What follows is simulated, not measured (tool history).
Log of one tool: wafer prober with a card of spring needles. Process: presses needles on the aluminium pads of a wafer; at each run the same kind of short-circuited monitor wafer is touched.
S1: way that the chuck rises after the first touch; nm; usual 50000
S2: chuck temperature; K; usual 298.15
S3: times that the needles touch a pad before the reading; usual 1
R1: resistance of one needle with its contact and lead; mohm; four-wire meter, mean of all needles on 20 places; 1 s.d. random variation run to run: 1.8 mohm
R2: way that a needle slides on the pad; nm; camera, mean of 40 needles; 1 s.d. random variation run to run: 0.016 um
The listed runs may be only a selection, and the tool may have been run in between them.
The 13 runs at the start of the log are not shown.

| run | hour | S1 | S2 | S3 | R1 | R2 |
|---|---|---|---|---|---|---|
|  | 299.2 | tips cleaned on abrasive film |
| 14 | 311.2 | 48000 | 298.15 | 1 | 189 | 9490 |
|  | 314.0 | tips cleaned on abrasive film |
|  | 327.7 | tips cleaned on abrasive film |
|  | 341.4 | tips cleaned on abrasive film |
| 15 | 341.4 | 48000 | 298.15 | 2 | 184 | 9480 |
|  | 353.9 | tips cleaned on abrasive film |
|  | 369.0 | tips cleaned on abrasive film |
| 16 | 369.6 | 50000 | 327.15 | 2 | 191 | 9870 |
|  | 378.3 | height of the first contact set anew |
|  | 382.7 | tips cleaned on abrasive film |
| 17 | 386.0 | 50000 | 309.15 | 1 | 188 | 9850 |
|  | 395.4 | tips cleaned on abrasive film |
|  | 408.5 | tips cleaned on abrasive film |
| 18 | 412.1 | 37000 | 363.15 | 1 | 205 | 7300 |
|  | 422.9 | tips cleaned on abrasive film |
| 19 | 432.3 | 37000 | 363.15 | 1 | 203 | 7290 |
|  | 437.8 | tips cleaned on abrasive film |
|  | 451.9 | tips cleaned on abrasive film |
| 20 | 453.8 | 37000 | 363.15 | 1 | 206 | 7280 |
|  | 465.5 | tips cleaned on abrasive film |
| 21 | 474.4 | 37000 | 363.15 | 1 | 204 | 7290 |
|  | 478.1 | tips cleaned on abrasive film |
|  | 487.6 | height of the first contact set anew |
|  | 492.6 | tips cleaned on abrasive film |
| 22 | 496.8 | 31000 | 303.15 | 2 | 193 | 6100 |
|  | 506.0 | tips cleaned on abrasive film |
| 23 | 511.9 | 34000 | 298.15 | 2 | 191 | 6700 |
|  | 519.9 | tips cleaned on abrasive film |
| 24 | 531.7 | 34000 | 298.15 | 2 | 189 | 6710 |
|  | 534.4 | tips cleaned on abrasive film |
|  | 548.1 | tips cleaned on abrasive film |
| 25 | 554.0 | 34000 | 298.15 | 2 | 190 | 6690 |
|  | 562.0 | tips cleaned on abrasive film |
|  | 574.5 | tips cleaned on abrasive film |
| 26 | 580.3 | 33000 | 300.15 | 2 | 195 | 6470 |
|  | 587.7 | tips cleaned on abrasive film |
|  | 597.2 | height of the first contact set anew |
|  | 601.0 | tips cleaned on abrasive film |
| 27 | 606.6 | 50000 | 343.15 | 2 | 195 | 9790 |
|  | 614.3 | tips cleaned on abrasive film |
| 28 | 624.6 | 50000 | 326.15 | 2 | 190 | 9810 |
|  | 627.7 | tips cleaned on abrasive film |
|  | 641.8 | tips cleaned on abrasive film |
|  | 655.0 | tips cleaned on abrasive film |
| 29 | 655.1 | 50000 | 326.15 | 2 | 190 | 9770 |
|  | 668.6 | tips cleaned on abrasive film |
| 30 | 680.8 | 50000 | 326.15 | 2 | 189 | 9750 |

Below are 4 alternative next runs, each starting from the tool's condition after run 30. Predict each:
|  | 683.9 | tips cleaned on abrasive film |
|  | 697.3 | tips cleaned on abrasive film |
| A | 698.2 | 50000 | 361.15 | 1 | ? | ? |
|  | 683.9 | tips cleaned on abrasive film |
|  | 697.3 | tips cleaned on abrasive film |
| B | 698.2 | 33000 | 329.15 | 1 | ? | ? |
|  | 683.9 | tips cleaned on abrasive film |
|  | 697.3 | tips cleaned on abrasive film |
| C | 698.2 | 70000 | 352.15 | 1 | ? | ? |
|  | 683.9 | tips cleaned on abrasive film |
|  | 697.3 | tips cleaned on abrasive film |
| D | 698.2 | 48000 | 347.15 | 2 | ? | ? |

| run | R1 | R2 |
|---|---|---|
| A | 200 | 9760 |
| B | 200 | 6450 |
| C | 192 | 13640 |
| D | 195 | 9380 |
The same runs, with their run-to-run variation unchanged, on a tool lacking any hidden condition would have given:
| run | R1 | R2 |
|---|---|---|
| A | 200 | 9930 |
| B | 199 | 6560 |
| C | 192 | 13880 |
| D | 195 | 9550 |
